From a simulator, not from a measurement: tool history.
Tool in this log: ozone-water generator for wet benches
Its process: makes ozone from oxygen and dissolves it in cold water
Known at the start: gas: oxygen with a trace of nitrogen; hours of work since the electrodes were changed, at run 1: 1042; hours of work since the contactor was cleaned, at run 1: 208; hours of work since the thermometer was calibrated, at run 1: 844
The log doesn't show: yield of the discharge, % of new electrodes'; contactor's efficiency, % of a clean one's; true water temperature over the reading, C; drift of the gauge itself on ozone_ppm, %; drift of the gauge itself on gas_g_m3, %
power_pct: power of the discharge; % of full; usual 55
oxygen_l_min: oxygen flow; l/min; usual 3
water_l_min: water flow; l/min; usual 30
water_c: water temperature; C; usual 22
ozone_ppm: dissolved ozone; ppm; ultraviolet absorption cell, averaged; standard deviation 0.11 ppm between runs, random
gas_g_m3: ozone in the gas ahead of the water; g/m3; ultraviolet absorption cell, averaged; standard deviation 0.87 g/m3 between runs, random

| run | day | power_pct | oxygen_l_min | water_l_min | water_c | hours of work since the electrodes were changed | hours of work since the contactor was cleaned | hours of work since the thermometer was calibrated | ozone_ppm | gas_g_m3 |
|---|---|---|---|---|---|---|---|---|---|---|
| 1 | 0 | 55 | 3 | 30 | 22 | 1042 | 208 | 844 | 8.5 | 137.4 |
| 2 | 7.979 | 55 | 3 | 30 | 22 | 1193 | 359 | 994 | 8.4 | 137.5 |
| 3 | 15.433 | 55 | 3 | 30 | 22 | 1334 | 500 | 1135 | 8.4 | 136.9 |
| 4 | 20.6 | 55 | 3 | 30 | 22 | 1431 | 598 | 1233 | 8.5 | 137.4 |
| 5 | 28.992 | 55 | 3 | 30 | 22 | 1590 | 756 | 1392 | 8.2 | 133.8 |
| 6 | 34.467 | 55 | 3 | 30 | 22 | 1694 | 860 | 1495 | 8.1 | 134 |
| 7 | 38.867 | 55 | 3 | 30 | 22 | 1777 | 943 | 1579 | 8.4 | 134.1 |
| 8 | 44.742 | 55 | 3 | 30 | 22 | 1888 | 1054 | 1690 | 8.3 | 132.7 |
| 9 | 50.804 | 55 | 3 | 30 | 22 | 2003 | 1169 | 1804 | 8.3 | 132.9 |
| 10 | 58.2 | 55 | 2.07 | 30 | 22 | 2142 | 1309 | 1944 | 7.4 | 158.6 |
| 11 | 64.112 | 55 | 2.07 | 30 | 22 | 2254 | 1421 | 2056 | 7.1 | 155.9 |
|  | 64.654 | contactor cleaned |
| 12 | 69.212 | 54 | 2.64 | 30 | 16 | 2348 | 86 | 2149 | 7.8 | 139.2 |
| 13 | 74.912 | 54 | 2.64 | 30 | 23 | 2455 | 194 | 2257 | 7.4 | 137.8 |
| 14 | 82.675 | 54 | 2.64 | 25 | 23 | 2602 | 341 | 2404 | 8.8 | 138.5 |
| 15 | 88.225 | 54 | 2.64 | 25 | 23 | 2707 | 446 | 2509 | 8.7 | 136 |
| 16 | 93.146 | 90 | 4.37 | 37 | 29 | 2800 | 539 | 2602 | 8.5 | 134.6 |
|  | 95.579 | contactor cleaned, once more |
| 17 | 99.029 | 55 | 2.92 | 30 | 22 | 2908 | 65 | 2710 | 7.9 | 129.3 |
| 18 | 104.321 | 71 | 2.92 | 30 | 17 | 3008 | 165 | 2810 | 8.9 | 145.8 |

Across each entry between runs, compare the hidden state at the last listed run before it with the hidden state at the first listed run after it:
Logged between run 11 and run 12: contactor cleaned (day 64.654)
  yield of the discharge, % of new electrodes': 92 -> 91.6; contactor's efficiency, % of a clean one's: 96.4 -> 94.7
  measured less the result without the state, ozone_ppm: -0.7 -> -0.8 ppm; gas_g_m3: -11.9 -> -11 g/m3
Logged between run 16 and run 17: contactor cleaned, once more (day 95.579)
  yield of the discharge, % of new electrodes': 89.8 -> 89.4; contactor's efficiency, % of a clean one's: 94 -> 99.3
  measured less the result without the state, ozone_ppm: -1.3 -> -0.8 ppm; gas_g_m3: -17.4 -> -13.5 g/m3
